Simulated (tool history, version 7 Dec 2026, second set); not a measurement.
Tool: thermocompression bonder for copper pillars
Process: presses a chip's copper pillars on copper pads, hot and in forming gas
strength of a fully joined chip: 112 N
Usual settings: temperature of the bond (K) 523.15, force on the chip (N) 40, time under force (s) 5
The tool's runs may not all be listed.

run,hour,temperature of the bond (K),force on the chip (N),time under force (s),force that shears a chip off (N)
1,0.0,523.15,40,5,55.3
# hour 4.4: forming gas filter changed
2,47.6,523.15,40,5,55.3
3,107.7,523.15,40,5,55.8
4,151.8,523.15,41,5,56.4
5,181.2,523.15,40,5,55.3
6,215.4,523.15,40,5,55.4
# hour 223.9: forming gas filter changed
7,268.0,523.15,42,5,56.8
8,312.9,523.15,42,3,47.8
9,367.4,523.15,42,5,56.5
10,417.3,523.15,40,5,54.6
# hour 443.8: forming gas filter changed
11,460.2,523.15,40,5,54.4
# hour 487.2: heater calibrated with a thermocouple chip
12,507.0,523.15,40,5,54.4
13,558.4,523.15,40,5,54.2
14,618.1,523.15,40,5,53.7
15,649.0,523.15,55,5,69.8
# hour 664.7: forming gas filter changed
16,679.9,523.15,55,5,69.7
17,726.5,523.15,39,7,61.7
18,751.2,523.15,39,7,58.7
19,802.2,523.15,39,7,60.4
20,860.2,523.15,39,7,61.0
# hour 887.2: forming gas filter changed
21,917.0,523.15,39,7,60.7
22,946.2,523.15,40,3,45.5
23,977.1,531.15,31,8,58.2
24,1026.1,496.15,34,10,38.7
25,1069.7,497.15,53,6,48.5
26,1104.9,544.15,25,5,51.1
# hour 1110.8: forming gas filter changed
27,1134.7,500.15,25,5,22.6

4 ways to go on from here, each from the tool as it stands after run 27. What would each give?
A,1192.5,545.15,32,6,?
B,1192.5,550.15,48,12,?
C,1192.5,500.15,25,7,?
D,1192.5,500.15,59,5,?

run,force that shears a chip off (N)
A,66.4
B,100.7
C,26.1
D,52.1
Without the tool's hidden state the same runs would have given:
run,force that shears a chip off (N)
A,66.2
B,100.6
C,26.0
D,51.9

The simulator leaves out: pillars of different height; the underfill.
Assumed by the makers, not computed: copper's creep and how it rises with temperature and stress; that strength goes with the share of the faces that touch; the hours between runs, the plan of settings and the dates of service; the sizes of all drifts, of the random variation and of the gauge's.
